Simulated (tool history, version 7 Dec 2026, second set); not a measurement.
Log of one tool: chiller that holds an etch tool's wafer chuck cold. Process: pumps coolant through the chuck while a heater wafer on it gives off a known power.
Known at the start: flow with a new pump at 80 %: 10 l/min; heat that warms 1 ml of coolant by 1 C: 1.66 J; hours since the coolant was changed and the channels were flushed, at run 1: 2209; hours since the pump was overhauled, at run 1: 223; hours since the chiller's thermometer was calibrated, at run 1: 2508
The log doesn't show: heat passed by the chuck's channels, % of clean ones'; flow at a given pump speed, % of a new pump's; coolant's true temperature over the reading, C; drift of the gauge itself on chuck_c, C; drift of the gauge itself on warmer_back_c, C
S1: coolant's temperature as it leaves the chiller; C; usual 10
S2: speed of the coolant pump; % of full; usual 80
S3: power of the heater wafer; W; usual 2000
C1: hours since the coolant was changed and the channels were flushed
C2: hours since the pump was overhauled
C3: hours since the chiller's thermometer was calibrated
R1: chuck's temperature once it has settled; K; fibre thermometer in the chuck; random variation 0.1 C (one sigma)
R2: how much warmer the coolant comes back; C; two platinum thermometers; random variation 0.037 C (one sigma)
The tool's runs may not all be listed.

Run 1, hour 0: usual settings; C1 2209; C2 223; C3 2508. Result: R1 300.65 K, R2 7.29 C.
Run 2, hour 202.8: usual settings; C1 2411; C2 425; C3 2711. Result: R1 300.65 K, R2 7.2 C.
Run 3, hour 295.3: usual settings but S2 82 % of full; C1 2504; C2 518; C3 2803. Result: R1 300.05 K, R2 7.01 C.
Run 4, hour 390.7: usual settings but S2 82 % of full; C1 2599; C2 613; C3 2899. Result: R1 300.35 K, R2 7.06 C.
Run 5, hour 497: usual settings but S2 82 % of full; C1 2706; C2 720; C3 3005. Result: R1 300.35 K, R2 7.06 C.
Run 6, hour 606.7: usual settings but S2 82 % of full; C1 2815; C2 829; C3 3115. Result: R1 300.25 K, R2 7.07 C.
Run 7, hour 777.1: usual settings but S2 76 % of full; C1 2986; C2 1000; C3 3285. Result: R1 301.45 K, R2 7.64 C.
Run 8, hour 957.9: usual settings but S2 76 % of full; C1 3167; C2 1180; C3 3466. Result: R1 301.45 K, R2 7.58 C.
Run 9, hour 1159.5: usual settings; C1 3368; C2 1382; C3 3668. Result: R1 300.75 K, R2 7.23 C.
Run 10, hour 1280.9: usual settings; C1 3490; C2 1503; C3 3789. Result: R1 300.65 K, R2 7.23 C.
Run 11, hour 1466.9: usual settings; C1 3676; C2 1689; C3 3975. Result: R1 300.75 K, R2 7.21 C.
Run 12, hour 1558.4: usual settings but S2 98 % of full, S3 2109 W; C1 3767; C2 1781; C3 4067. Result: R1 298.55 K, R2 6.2 C.
Run 13, hour 1756.4: usual settings but S1 9 C, S2 98 % of full, S3 1191 W; C1 3965; C2 1979; C3 4265. Result: R1 290.95 K, R2 3.5 C.
Run 14, hour 1955: usual settings but S1 9 C, S2 74 % of full, S3 1654 W; C1 4164; C2 2178; C3 4463. Result: R1 297.75 K, R2 6.4 C.
Run 15, hour 2099.9: usual settings but S1 9 C, S2 74 % of full, S3 1654 W; C1 4309; C2 2322; C3 4608. Result: R1 297.75 K, R2 6.49 C.
Run 16, hour 2253.1: usual settings but S1 9 C, S2 89 % of full, S3 1042 W; C1 4462; C2 2476; C3 4761. Result: R1 290.45 K, R2 3.39 C.
Run 17, hour 2395.5: usual settings but S2 77 % of full; C1 4604; C2 2618; C3 4904. Result: R1 301.25 K, R2 7.49 C.
Run 18, hour 2518.3: usual settings but S1 12 C, S2 83 % of full, S3 1610 W; C1 4727; C2 2741; C3 5026. Result: R1 298.85 K, R2 5.62 C.
Run 19, hour 2710.6: usual settings but S1 1 C, S2 99 % of full, S3 2365 W; C1 4919; C2 2933; C3 5219. Result: R1 291.25 K, R2 6.94 C.
Run 20, hour 2887.6: usual settings but S1 14 C, S2 99 % of full, S3 2910 W; C1 5096; C2 3110; C3 5396. Result: R1 308.15 K, R2 8.48 C.
Run 21, hour 3029.5: usual settings but S2 81 % of full, S3 1954 W; C1 5238; C2 3252; C3 5538. Result: R1 300.15 K, R2 6.95 C.
Run 22, hour 3139.3: usual settings but S1 18 C, S2 76 % of full, S3 1954 W; C1 5348; C2 3362; C3 5647. Result: R1 309.25 K, R2 7.45 C.

4 ways to go on from here, each from the tool as it stands after run 22. What would each give?
Run A, hour 3360.8: usual settings but S1 5 C, S2 100 % of full; C1 5569; C2 3583; C3 5869. Result: R1 ?, R2 ?.
Run B, hour 3360.8: usual settings but S1 1 C; C1 5569; C2 3583; C3 5869. Result: R1 ?, R2 ?.
Run C, hour 3360.8: usual settings but S1 11 C, S2 94 % of full, S3 1640 W; C1 5569; C2 3583; C3 5869. Result: R1 ?, R2 ?.
Run D, hour 3360.8: usual settings but S3 2787 W; C1 5569; C2 3583; C3 5869. Result: R1 ?, R2 ?.

run      R1    R2
  A  292.55   5.8
  B  291.55  7.23
  C  296.55  5.03
  D  307.55  9.98
Without the tool's hidden state the same runs would have given:
run      R1    R2
  A  292.55   5.8
  B  291.55  7.23
  C  296.55  5.03
  D  307.45  9.97
